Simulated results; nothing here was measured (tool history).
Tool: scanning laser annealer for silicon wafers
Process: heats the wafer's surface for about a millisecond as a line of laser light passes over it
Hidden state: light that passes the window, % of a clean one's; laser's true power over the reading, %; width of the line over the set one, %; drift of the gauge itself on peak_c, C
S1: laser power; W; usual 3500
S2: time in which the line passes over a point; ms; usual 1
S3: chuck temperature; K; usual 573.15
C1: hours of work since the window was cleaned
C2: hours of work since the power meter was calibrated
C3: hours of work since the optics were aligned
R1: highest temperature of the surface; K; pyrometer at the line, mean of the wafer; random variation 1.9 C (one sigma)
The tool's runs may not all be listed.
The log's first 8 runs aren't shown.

Run 9, hour 180.5: usual settings; C1 38; C2 491; C3 1657. Result: R1 1364.15 K.
Run 10, hour 207.5: usual settings; C1 55; C2 508; C3 1675. Result: R1 1365.15 K.
Run 11, hour 236.1: usual settings but S2 0.93 ms; C1 73; C2 526; C3 1693. Result: R1 1338.15 K.
Run 12, hour 257.6: usual settings but S2 0.93 ms; C1 87; C2 540; C3 1706. Result: R1 1337.15 K.
Run 13, hour 287.6: usual settings but S2 0.93 ms; C1 106; C2 559; C3 1725. Result: R1 1334.15 K.
Run 14, hour 314.2: usual settings but S1 3558 W; C1 123; C2 576; C3 1742. Result: R1 1380.15 K.
Run 15, hour 338.6: usual settings but S1 3330 W; C1 139; C2 591; C3 1758. Result: R1 1322.15 K.
Run 16, hour 369.3: usual settings but S1 3330 W; C1 158; C2 611; C3 1777. Result: R1 1318.15 K.
Run 17, hour 394.4: usual settings; C1 174; C2 627; C3 1793. Result: R1 1363.15 K.
Run 18, hour 417.1: usual settings; C1 188; C2 641; C3 1807. Result: R1 1362.15 K.
Run 19, hour 439.3: usual settings; C1 202; C2 655; C3 1822. Result: R1 1360.15 K.
Run 20, hour 455: usual settings; C1 212; C2 665; C3 1832. Result: R1 1361.15 K.
Run 21, hour 478.5: usual settings but S1 3361 W, S2 1.23 ms, S3 586.15 K; C1 227; C2 680; C3 1846. Result: R1 1422.15 K.
Run 22, hour 495: usual settings but S2 1.19 ms, S3 535.15 K; C1 238; C2 691; C3 1857. Result: R1 1398.15 K.
Run 23, hour 520.8: usual settings but S1 3725 W, S2 0.89 ms, S3 565.15 K; C1 254; C2 707; C3 1873. Result: R1 1363.15 K.
Run 24, hour 540.1: usual settings but S3 533.15 K; C1 266; C2 719; C3 1885. Result: R1 1320.15 K.
Run 25, hour 569.8: usual settings but S3 533.15 K; C1 285; C2 738; C3 1904. Result: R1 1318.15 K.
Run 26, hour 597.8: usual settings but S1 3829 W, S2 1.03 ms, S3 605.15 K; C1 303; C2 756; C3 1922. Result: R1 1490.15 K.

The next listed run, before its measurement:
Run 27, hour 619.2: usual settings but S1 3155 W, S3 606.15 K; C1 317; C2 769; C3 1936. Result: R1 ?.

{"run 27": {"R1": 1299.15}}
Without the tool's hidden state the same run would have given R1 1313.15 K.

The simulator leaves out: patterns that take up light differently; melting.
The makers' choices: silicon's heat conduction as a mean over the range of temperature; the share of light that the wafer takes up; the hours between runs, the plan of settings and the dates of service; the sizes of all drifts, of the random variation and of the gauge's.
